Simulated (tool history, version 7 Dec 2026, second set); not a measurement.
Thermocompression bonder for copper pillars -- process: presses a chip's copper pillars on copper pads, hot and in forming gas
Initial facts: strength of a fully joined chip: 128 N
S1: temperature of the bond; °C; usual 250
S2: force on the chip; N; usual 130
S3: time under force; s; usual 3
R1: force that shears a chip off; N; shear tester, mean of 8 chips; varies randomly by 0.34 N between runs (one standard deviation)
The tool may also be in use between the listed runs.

run	hour	S1	S2	S3	R1
1	0	250	130	3	93.2
2	26	250	179	3	103.7
3	41.4	250	179	3	103.3
4	69.2	250	130	3	92.4
5	90.9	250	130	3	92.8
# hour 96: heater calibrated with a thermocouple chip
6	120.6	250	130	3	93.7
7	138.5	250	130	4	98.9
8	159.5	250	130	6	106.4
# hour 164.1: heater calibrated with a thermocouple chip, once more
9	178.6	250	130	3	89.9
10	202.9	250	130	3	88.9
11	236.5	250	130	3	89.5
12	262	228	80	2	47.6
13	289.6	234	157	3	84.2
14	315.9	234	157	3	83.9
# hour 328.2: forming gas filter changed
15	347.5	250	130	3	94.7
16	365.7	250	172	7	117.1
17	397.5	248	130	9	113.6
18	421.1	248	130	9	113.7
19	438.4	262	121	3	99.6

3 ways to go on from here, each from the tool as it stands after run 19. What would each give?
A	465.2	228	174	4	?
B	465.2	274	130	3	?
C	465.2	266	121	5	?

run	R1
A	94.3
B	108.8
C	111.4
The same runs, with their run-to-run variation unchanged, on a tool lacking any hidden condition would have given:
run	R1
A	93.8
B	109.1
C	111.8

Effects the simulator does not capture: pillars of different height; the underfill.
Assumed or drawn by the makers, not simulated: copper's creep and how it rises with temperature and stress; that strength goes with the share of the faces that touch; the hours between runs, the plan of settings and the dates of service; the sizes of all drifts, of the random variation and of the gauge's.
